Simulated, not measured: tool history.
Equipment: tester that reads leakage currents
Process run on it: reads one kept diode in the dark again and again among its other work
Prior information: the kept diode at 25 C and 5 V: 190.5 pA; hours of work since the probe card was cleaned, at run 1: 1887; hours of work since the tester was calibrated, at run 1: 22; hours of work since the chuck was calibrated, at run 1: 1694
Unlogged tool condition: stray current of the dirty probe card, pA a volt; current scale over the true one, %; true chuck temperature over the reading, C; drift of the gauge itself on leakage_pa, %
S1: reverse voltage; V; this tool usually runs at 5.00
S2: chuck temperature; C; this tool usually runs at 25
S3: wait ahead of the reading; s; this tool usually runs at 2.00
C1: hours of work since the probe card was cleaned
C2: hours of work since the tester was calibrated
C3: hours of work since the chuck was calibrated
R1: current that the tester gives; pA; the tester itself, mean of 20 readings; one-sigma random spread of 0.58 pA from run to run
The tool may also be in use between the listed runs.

run	hour	S1	S2	S3	C1	C2	C3	R1
1	0.0	5.00	25	2.00	1887	22	1694	203.42
2	55.6	4.46	25	2.00	1923	58	1730	192.68
3	107.6	4.46	25	2.00	1957	92	1764	192.61
4	162.2	4.46	25	2.00	1993	128	1800	192.64
5	211.2	5.00	25	2.00	2025	160	1832	203.82
# hour 262.0: probe card cleaned and baked
6	280.4	5.00	25	2.00	12	204	1876	204.83
7	312.4	5.00	25	2.00	33	225	1897	205.09
8	365.0	5.00	25	2.00	67	259	1931	205.29
9	426.8	5.00	25	2.00	108	300	1972	205.46
10	490.8	5.00	25	2.00	150	341	2014	206.39
# hour 520.6: probe card cleaned and baked, once more
11	538.2	5.00	25	2.00	12	371	2043	204.10
12	591.2	5.00	33	2.00	46	405	2077	355.48
13	664.5	5.00	33	2.00	94	453	2125	354.69
14	736.4	15.74	25	2.00	141	500	2172	353.41
15	802.2	12.90	25	2.00	185	544	2216	320.92
# hour 842.1: chuck's temperature calibrated
16	872.2	12.90	25	2.00	229	588	20	302.70
17	944.9	5.00	27	7.57	277	636	67	221.33
18	1000.8	5.00	21	0.90	313	672	104	145.81
19	1035.8	5.00	28	0.66	336	695	127	240.51
20	1091.2	15.24	25	0.63	373	732	163	333.12

Expected results for the next run?
21	1129.8	5.00	51	0.31	398	757	189	?

Run 21 measured R1 1083.88 pA.
Without the tool's hidden state the same run would have given R1 1074.75 pA.
